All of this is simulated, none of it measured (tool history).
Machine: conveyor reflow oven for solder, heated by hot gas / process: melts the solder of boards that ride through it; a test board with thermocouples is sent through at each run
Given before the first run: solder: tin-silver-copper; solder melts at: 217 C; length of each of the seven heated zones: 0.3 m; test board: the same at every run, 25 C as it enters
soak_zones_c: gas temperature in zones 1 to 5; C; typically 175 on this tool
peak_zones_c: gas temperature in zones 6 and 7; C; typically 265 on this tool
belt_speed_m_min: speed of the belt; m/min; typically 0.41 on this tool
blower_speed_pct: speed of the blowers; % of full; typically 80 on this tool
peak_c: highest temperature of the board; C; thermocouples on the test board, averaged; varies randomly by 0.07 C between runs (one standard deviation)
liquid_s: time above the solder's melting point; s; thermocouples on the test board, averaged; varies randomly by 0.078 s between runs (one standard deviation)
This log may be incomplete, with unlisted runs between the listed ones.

run	hour	soak_zones_c	peak_zones_c	belt_speed_m_min	blower_speed_pct	peak_c	liquid_s
1	0	175	265	0.41	80	253.74	69.57
2	30.7	175	265	0.41	80	253.79	69.63
3	59.9	189	265	0.41	80	255.51	77.04
4	124.4	175	265	0.425	80	252.96	66.17
5	178.6	175	265	0.425	80	252.96	66.03
6	216.2	175	265	0.425	80	252.89	66.06
7	253.2	175	265	0.425	80	252.89	66.09
8	307.8	175	265	0.425	80	252.95	66.07
9	348.2	175	265	0.424	80	253.01	66.31
10	397.6	175	271	0.41	80	259.31	73.24
11	456.2	175	271	0.41	80	259.27	73.22
# hour 485.9: flux residue cleaned out of gas plates and filters
12	522.8	177	271	0.41	80	260.7	75.19
13	560.2	177	271	0.41	80	260.82	75.13
# hour 578.4: belt drive overhauled, speed set with a stopwatch
14	593.5	175	265	0.41	80	255.12	71.3
15	643.7	175	265	0.41	80	255.12	71.36
16	691	185	263	0.41	80	254.47	75.41
# hour 745.4: belt drive overhauled, speed set with a stopwatch, once more
17	760.4	168	273	0.482	82	256.14	56.23
18	808.8	168	273	0.482	82	256.12	56.26
19	859.8	175	278	0.469	80	262.34	64.02
20	900.2	178	265	0.431	80	253.68	66.07
21	956.7	165	265	0.472	64	245.65	47.57
22	1016.7	175	262	0.41	75	251.36	66.6
23	1063.2	175	262	0.41	75	251.18	66.55
# hour 1081.6: thermocouples of zones 6 and 7 changed
24	1100	189	267	0.41	80	257.08	77.37
# hour 1136.7: flux residue cleaned out of gas plates and filters
25	1154.1	175	264	0.41	82	253.62	69.13
26	1200.1	188	262	0.41	82	253.36	74.93
27	1258.6	167	267	0.41	80	255.11	66.99
28	1320.5	173	255	0.384	72	245.41	66.34
29	1372	175	265	0.431	80	253.06	64.71
30	1429.8	187	277	0.485	88	263.38	67.27

4 ways to go on from here, each from the tool as it stands after run 30. What would each give?
A	1466.8	162	265	0.41	80	?	?
B	1466.8	171	265	0.482	88	?	?
C	1466.8	175	265	0.377	80	?	?
D	1466.8	175	265	0.41	53	?	?

run	peak_c	liquid_s
A	252.64	63.37
B	250.47	54.13
C	256.21	77.85
D	249.44	63.87
With the hidden condition removed and each run's random variation left untouched, the same runs would have given:
run	peak_c	liquid_s
A	252.59	63.12
B	250.54	54.01
C	256.01	77.34
D	249.25	63.4
